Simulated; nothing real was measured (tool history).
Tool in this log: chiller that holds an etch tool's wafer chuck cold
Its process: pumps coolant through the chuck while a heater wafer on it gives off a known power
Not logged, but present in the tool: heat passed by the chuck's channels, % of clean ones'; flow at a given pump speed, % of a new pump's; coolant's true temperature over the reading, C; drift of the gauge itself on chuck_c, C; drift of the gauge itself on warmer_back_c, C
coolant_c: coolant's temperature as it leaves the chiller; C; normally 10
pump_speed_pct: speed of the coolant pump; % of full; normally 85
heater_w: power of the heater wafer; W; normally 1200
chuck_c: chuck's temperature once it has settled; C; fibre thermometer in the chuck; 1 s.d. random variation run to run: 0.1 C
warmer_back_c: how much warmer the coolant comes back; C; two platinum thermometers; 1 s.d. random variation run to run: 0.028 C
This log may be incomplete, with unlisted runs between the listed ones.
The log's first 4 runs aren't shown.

| run | hour | coolant_c | pump_speed_pct | heater_w | hours since the coolant was changed and the channels were flushed | hours since the pump was overhauled | hours since the chiller's thermometer was calibrated | chuck_c | warmer_back_c |
|---|---|---|---|---|---|---|---|---|---|
| 5 | 299.7 | 10 | 85 | 1200 | 5267 | 3866 | 728 | 24 | 4.79 |
| 6 | 348.6 | 13 | 85 | 1200 | 5316 | 3915 | 777 | 27.1 | 4.83 |
| 7 | 421 | 13 | 85 | 1200 | 5389 | 3987 | 849 | 27 | 4.85 |
| 8 | 460.8 | 10 | 85 | 1200 | 5429 | 4027 | 889 | 24.1 | 4.88 |
| 9 | 517.5 | 10 | 85 | 1200 | 5485 | 4083 | 946 | 24 | 4.9 |
| 10 | 581 | 10 | 85 | 1200 | 5549 | 4147 | 1009 | 24 | 4.82 |
| 11 | 648.1 | 10 | 85 | 1200 | 5616 | 4214 | 1076 | 23.9 | 4.89 |
| 12 | 699.9 | 10 | 85 | 1200 | 5668 | 4266 | 1128 | 24.1 | 4.84 |
| 13 | 761.3 | 10 | 85 | 1200 | 5729 | 4327 | 1189 | 24.2 | 4.87 |
| 14 | 829 | 10 | 85 | 1200 | 5797 | 4395 | 1257 | 24.1 | 4.91 |
|  | 887 | coolant changed, channels flushed |
| 15 | 895 | 10 | 85 | 1200 | 8 | 4455 | 1317 | 21.7 | 4.85 |
| 16 | 975 | 10 | 85 | 1200 | 88 | 4535 | 1397 | 21.8 | 4.9 |
| 17 | 1049.8 | 2 | 73 | 775 | 163 | 4610 | 1472 | 10.5 | 3.75 |
| 18 | 1113.8 | 2 | 73 | 775 | 227 | 4674 | 1536 | 10.6 | 3.71 |
| 19 | 1160.1 | 2 | 73 | 775 | 273 | 4720 | 1582 | 10.5 | 3.7 |
| 20 | 1222.8 | 8 | 94 | 979 | 336 | 4783 | 1645 | 17 | 3.63 |
| 21 | 1304.3 | 8 | 94 | 979 | 417 | 4864 | 1726 | 16.8 | 3.59 |
| 22 | 1379 | 8 | 94 | 979 | 492 | 4939 | 1801 | 17 | 3.62 |
| 23 | 1444.9 | 19 | 67 | 1462 | 558 | 5005 | 1867 | 36.5 | 7.72 |
| 24 | 1507.3 | 19 | 67 | 1462 | 620 | 5067 | 1929 | 36.6 | 7.76 |
| 25 | 1581.9 | 6 | 85 | 1200 | 695 | 5142 | 2004 | 18.1 | 4.97 |
| 26 | 1671.2 | 0 | 70 | 1200 | 784 | 5231 | 2093 | 13.9 | 6.08 |
| 27 | 1746.3 | 19 | 85 | 1078 | 859 | 5306 | 2168 | 29.7 | 4.49 |

Run 28, settings as shown, results not yet in. Your forecast:
| 28 | 1823.4 | 11 | 83 | 1054 | 936 | 5383 | 2245 | ? | ? |

{"run 28": {"chuck_c": 22, "warmer_back_c": 4.49}}
On a tool with no hidden condition, and with the same random variation, this run would have come out at chuck_c 21.5 C, warmer_back_c 4.19 C.

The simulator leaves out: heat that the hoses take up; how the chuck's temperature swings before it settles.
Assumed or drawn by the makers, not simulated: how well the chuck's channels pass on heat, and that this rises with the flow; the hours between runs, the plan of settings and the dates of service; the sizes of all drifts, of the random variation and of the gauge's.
